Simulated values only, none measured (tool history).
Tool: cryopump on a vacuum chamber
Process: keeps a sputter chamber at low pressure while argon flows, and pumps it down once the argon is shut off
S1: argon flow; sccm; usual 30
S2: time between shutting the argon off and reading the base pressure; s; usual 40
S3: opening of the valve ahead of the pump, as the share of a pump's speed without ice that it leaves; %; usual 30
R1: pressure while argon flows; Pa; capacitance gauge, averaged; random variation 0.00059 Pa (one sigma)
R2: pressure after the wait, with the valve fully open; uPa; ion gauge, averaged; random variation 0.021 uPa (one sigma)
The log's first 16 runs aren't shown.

Run 17, hour 189.4: usual settings but S3 26 %. Result: R1 0.0944 Pa, R2 0.85 uPa.
Run 18, hour 201.4: usual settings but S3 26 %. Result: R1 0.0948 Pa, R2 0.86 uPa.
Run 19, hour 213.9: usual settings but S3 26 %. Result: R1 0.0956 Pa, R2 0.85 uPa.
Run 20, hour 221.3: usual settings but S2 194 s, S3 20 %. Result: R1 0.122 Pa, R2 0.54 uPa.
Run 21, hour 230.2: usual settings but S2 129 s, S3 49 %. Result: R1 0.0533 Pa, R2 0.61 uPa.
Run 22, hour 246.4: usual settings but S3 19 %. Result: R1 0.129 Pa, R2 0.91 uPa.
Run 23, hour 256: usual settings but S3 34 %. Result: R1 0.0756 Pa, R2 0.87 uPa.
Run 24, hour 267.8: usual settings but S2 174 s, S3 34 %. Result: R1 0.0757 Pa, R2 0.59 uPa.
At hour 282.1: pump warmed up, emptied and cooled again.
Run 25, hour 286: usual settings but S2 174 s, S3 34 %. Result: R1 0.0681 Pa, R2 0.52 uPa.
Run 26, hour 296.7: usual settings but S2 174 s, S3 34 %. Result: R1 0.0687 Pa, R2 0.5 uPa.
Run 27, hour 303.7: usual settings but S1 41 sccm, S2 59 s, S3 49 %. Result: R1 0.0657 Pa, R2 0.69 uPa.
Run 28, hour 319.3: usual settings but S1 21 sccm, S2 69 s. Result: R1 0.0537 Pa, R2 0.63 uPa.

Forecast run 29:
Run 29, hour 331.3: usual settings but S1 16 sccm, S2 162 s, S3 27 %. Result: R1 ?, R2 ?.

{"run 29": {"R1": 0.0462, "R2": 0.53}}
Without the tool's hidden state the same run would have given R1 0.0458 Pa, R2 0.24 uPa.
